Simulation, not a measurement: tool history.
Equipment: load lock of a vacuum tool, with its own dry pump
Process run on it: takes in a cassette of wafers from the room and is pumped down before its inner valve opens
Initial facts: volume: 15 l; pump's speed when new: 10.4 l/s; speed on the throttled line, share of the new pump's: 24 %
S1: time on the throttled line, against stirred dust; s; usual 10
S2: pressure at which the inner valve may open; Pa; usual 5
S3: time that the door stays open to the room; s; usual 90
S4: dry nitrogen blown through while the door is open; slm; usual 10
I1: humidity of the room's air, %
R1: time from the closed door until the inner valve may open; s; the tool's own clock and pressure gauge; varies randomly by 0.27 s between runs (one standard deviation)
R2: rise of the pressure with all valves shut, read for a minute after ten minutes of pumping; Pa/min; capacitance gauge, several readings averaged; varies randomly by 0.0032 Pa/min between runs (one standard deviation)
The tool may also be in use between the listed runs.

Run 1, hour 0.0: usual settings; I1 47.2. Result: R1 23.2 s, R2 0.495 Pa/min.
Run 2, hour 367.9: usual settings; I1 45.4. Result: R1 23.3 s, R2 0.496 Pa/min.
Run 3, hour 970.5: usual settings; I1 47.4. Result: R1 23.4 s, R2 0.531 Pa/min.
Run 4, hour 1268.1: usual settings; I1 43.3. Result: R1 23.3 s, R2 0.540 Pa/min.
Run 5, hour 1804.4: usual settings; I1 44.2. Result: R1 23.7 s, R2 0.581 Pa/min.
Run 6, hour 2223.6: usual settings but S3 175 s; I1 44.3. Result: R1 23.5 s, R2 0.647 Pa/min.
Run 7, hour 2783.1: usual settings but S3 175 s; I1 45.3. Result: R1 23.9 s, R2 0.687 Pa/min.
Run 8, hour 3226.4: usual settings but S3 175 s; I1 46.6. Result: R1 23.3 s, R2 0.713 Pa/min.
Run 9, hour 3586.8: usual settings; I1 43.2. Result: R1 23.8 s, R2 0.656 Pa/min.
Run 10, hour 4086.1: usual settings but S1 12 s; I1 46.3. Result: R1 25.5 s, R2 0.700 Pa/min.
At hour 4509.3: door's seal changed, seat wiped.
Run 11, hour 4521.1: usual settings but S1 12 s; I1 43.7. Result: R1 25.7 s, R2 0.109 Pa/min.
Run 12, hour 5172.8: usual settings but S1 12 s; I1 45.5. Result: R1 25.5 s, R2 0.110 Pa/min.
Run 13, hour 5683.3: usual settings but S1 16 s; I1 44.4. Result: R1 28.1 s, R2 0.119 Pa/min.
Run 14, hour 6287.7: usual settings but S1 16 s; I1 48.9. Result: R1 28.7 s, R2 0.139 Pa/min.
Run 15, hour 6632.4: usual settings but S1 16 s; I1 45.6. Result: R1 28.9 s, R2 0.130 Pa/min.
At hour 6962.1: dry pump taken out, an overhauled one fitted.
Run 16, hour 7089.5: usual settings but S1 16 s; I1 45.3. Result: R1 26.4 s, R2 0.142 Pa/min.
Run 17, hour 7386.7: usual settings but S1 16 s; I1 44.9. Result: R1 26.6 s, R2 0.145 Pa/min.
Run 18, hour 7689.8: usual settings; I1 41.9. Result: R1 21.7 s, R2 0.150 Pa/min.
Run 19, hour 8376.5: usual settings but S1 15 s, S3 81 s, S4 5 slm; I1 49.9. Result: R1 25.6 s, R2 0.186 Pa/min.
Run 20, hour 8766.5: usual settings but S2 9 Pa, S3 26 s; I1 43.0. Result: R1 21.1 s, R2 0.116 Pa/min.
Run 21, hour 9442.5: usual settings but S2 6 Pa, S3 45 s, S4 4 slm; I1 42.9. Result: R1 21.7 s, R2 0.161 Pa/min.
Run 22, hour 10125.4: usual settings but S1 9 s, S2 7 Pa, S3 34 s, S4 27 slm; I1 45.1. Result: R1 21.2 s, R2 0.149 Pa/min.
Run 23, hour 10730.4: usual settings but S1 9 s, S2 7 Pa, S3 34 s, S4 27 slm; I1 47.1. Result: R1 21.3 s, R2 0.173 Pa/min.
Run 24, hour 11027.8: usual settings but S1 15 s, S4 7 slm; I1 40.4. Result: R1 25.8 s, R2 0.228 Pa/min.
Run 25, hour 11707.6: usual settings but S1 11 s, S4 7 slm; I1 43.4. Result: R1 23.4 s, R2 0.261 Pa/min.
Run 26, hour 12340.5: usual settings but S1 11 s, S4 7 slm; I1 47.2. Result: R1 23.4 s, R2 0.288 Pa/min.
Run 27, hour 12816.3: usual settings but S1 11 s, S2 6 Pa, S3 95 s, S4 26 slm; I1 43.4. Result: R1 23.1 s, R2 0.273 Pa/min.
Run 28, hour 13235.2: usual settings but S1 7 s, S2 9 Pa, S3 35 s, S4 7 slm; I1 49.1. Result: R1 19.8 s, R2 0.276 Pa/min.
Run 29, hour 13624.1: usual settings but S1 7 s, S2 9 Pa, S3 35 s, S4 7 slm; I1 47.3. Result: R1 19.4 s, R2 0.282 Pa/min.
Run 30, hour 14044.5: usual settings but S3 217 s, S4 24 slm; I1 45.9. Result: R1 23.1 s, R2 0.375 Pa/min.
Run 31, hour 14537.7: usual settings but S3 217 s, S4 24 slm; I1 45.8. Result: R1 23.0 s, R2 0.396 Pa/min.
Run 32, hour 15046.0: usual settings but S3 217 s, S4 24 slm; I1 46.0. Result: R1 23.2 s, R2 0.417 Pa/min.
Run 33, hour 15649.8: usual settings but S1 6 s, S2 6 Pa, S3 198 s, S4 5 slm; I1 42.9. Result: R1 20.0 s, R2 0.488 Pa/min.
Run 34, hour 16100.7: usual settings but S1 11 s, S2 6 Pa, S3 198 s, S4 9 slm; I1 44.4. Result: R1 24.0 s, R2 0.487 Pa/min.
Run 35, hour 16588.4: usual settings but S1 7 s, S2 6 Pa, S3 198 s, S4 9 slm; I1 45.5. Result: R1 20.8 s, R2 0.521 Pa/min.
Run 36, hour 16961.4: usual settings but S1 7 s, S2 6 Pa, S3 47 s, S4 22 slm; I1 45.4. Result: R1 21.1 s, R2 0.409 Pa/min.

4 ways to go on from here, each from the tool as it stands after run 36. What would each give?
Run A, hour 17421.9: usual settings but S1 7 s, S2 6 Pa, S3 47 s, S4 22 slm; I1 42.9. Result: R1 ?, R2 ?.
Run B, hour 17421.9: usual settings but S1 7 s, S2 7 Pa, S3 47 s, S4 22 slm; I1 47.3. Result: R1 ?, R2 ?.
Run C, hour 17421.9: usual settings but S2 4 Pa; I1 46.7. Result: R1 ?, R2 ?.
Run D, hour 17421.9: usual settings but S1 7 s, S2 6 Pa, S3 47 s, S4 11 slm; I1 45.6. Result: R1 ?, R2 ?.

run    R1     R2
  A  20.5  0.428
  B  21.1  0.433
  C  24.3  0.479
  D  21.1  0.433
The same runs, with their run-to-run variation unchanged, on a tool lacking any hidden condition would have given:
run    R1     R2
  A  19.0  0.053
  B  19.6  0.053
  C  22.7  0.103
  D  19.6  0.058
